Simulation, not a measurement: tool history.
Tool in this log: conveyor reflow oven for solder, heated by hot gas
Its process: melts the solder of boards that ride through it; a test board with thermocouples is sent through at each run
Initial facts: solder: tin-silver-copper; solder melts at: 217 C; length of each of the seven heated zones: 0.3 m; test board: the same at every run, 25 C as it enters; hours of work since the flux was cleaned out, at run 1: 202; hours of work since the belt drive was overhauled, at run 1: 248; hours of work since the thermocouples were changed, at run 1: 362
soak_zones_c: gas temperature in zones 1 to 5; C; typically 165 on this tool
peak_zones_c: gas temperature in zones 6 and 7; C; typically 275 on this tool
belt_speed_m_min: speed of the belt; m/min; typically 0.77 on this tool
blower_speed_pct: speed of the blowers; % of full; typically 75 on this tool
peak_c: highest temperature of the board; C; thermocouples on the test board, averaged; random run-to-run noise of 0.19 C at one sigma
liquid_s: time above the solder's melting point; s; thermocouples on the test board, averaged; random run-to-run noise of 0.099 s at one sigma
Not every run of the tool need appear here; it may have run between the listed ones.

run,hour,soak_zones_c,peak_zones_c,belt_speed_m_min,blower_speed_pct,hours of work since the flux was cleaned out,hours of work since the belt drive was overhauled,hours of work since the thermocouples were changed,peak_c,liquid_s
1,0,165,275,0.77,75,202,248,362,254.7,34.01
2,56.8,165,275,0.77,75,227,274,388,254.5,33.84
3,93.6,165,275,0.77,76,244,291,404,254.4,33.88
# hour 127.9: flux residue cleaned out of gas plates and filters
4,149.8,165,275,0.77,76,10,314,428,257.1,35.23
5,204.8,165,275,0.822,76,35,339,453,253.9,31.68
6,245.1,165,275,0.77,75,53,357,471,256.1,34.9
7,273.8,179,275,0.77,75,66,370,484,258.7,38.78
8,314,179,275,0.77,75,84,388,502,258.7,38.73
9,354.9,165,275,0.77,73,103,407,520,255.4,34.31
10,392.4,165,275,0.77,73,120,423,537,255.4,34.13
11,419,165,275,0.77,73,132,436,549,255.3,34.07
12,463.7,173,265,0.77,75,152,456,570,248.6,33.05
13,514.3,165,265,0.697,75,175,479,593,250.3,36.13
14,550.2,165,265,0.697,75,191,495,609,250.3,36.2
# hour 558.3: belt drive overhauled, speed set with a stopwatch
# hour 567.8: thermocouples of zones 6 and 7 changed
15,616,165,270,0.77,75,218,25,22,249.7,31.84
16,656.6,165,284,0.835,76,236,44,40,258,32.68
17,688.5,165,284,0.872,76,251,58,55,255.8,30.28
# hour 707.9: flux residue cleaned out of gas plates and filters
18,728.2,165,288,0.77,75,9,74,70,267.1,39.12
# hour 757.9: belt drive overhauled, speed set with a stopwatch, once more
19,785.3,165,288,0.77,75,33,12,94,266.2,38.33
20,844.5,165,288,0.77,75,60,39,121,266.1,38.05
21,902,165,288,0.77,75,86,65,147,266.1,38.33
22,953.7,156,284,0.666,75,109,89,170,266.8,42.97

Below, each run's measurement less what the same run would have read without the hidden state. Both values contain the same run-to-run variation, but the gauge's scatter may not be the same in both:
Unlogged tool condition in this case: heat that the gas passes to the board, % of a clean oven's; belt's true speed, % of the reading; true gas temperature in zones 6 and 7 over the reading, C; drift of the gauge itself on peak_c, C; drift of the gauge itself on liquid_s, %.
run,peak_c,liquid_s
1,-1.1,-0.45
2,-1.2,-0.52
3,-1.3,-0.56
4,+0.7,+0.54
5,+0.5,+0.43
6,+0.4,+0.42
7,+0.5,+0.44
8,+0.4,+0.42
9,+0.2,+0.28
10,+0.1,+0.24
11,+0,+0.21
12,+0,+0.15
13,+0,+0.14
14,-0.1,+0.1
15,-1.9,-0.73
16,-2.4,-0.58
17,-2.6,-0.7
18,-0.1,+0.59
19,-0.8,-0.28
20,-0.9,-0.32
21,-1.1,-0.37
22,-1.1,-0.43
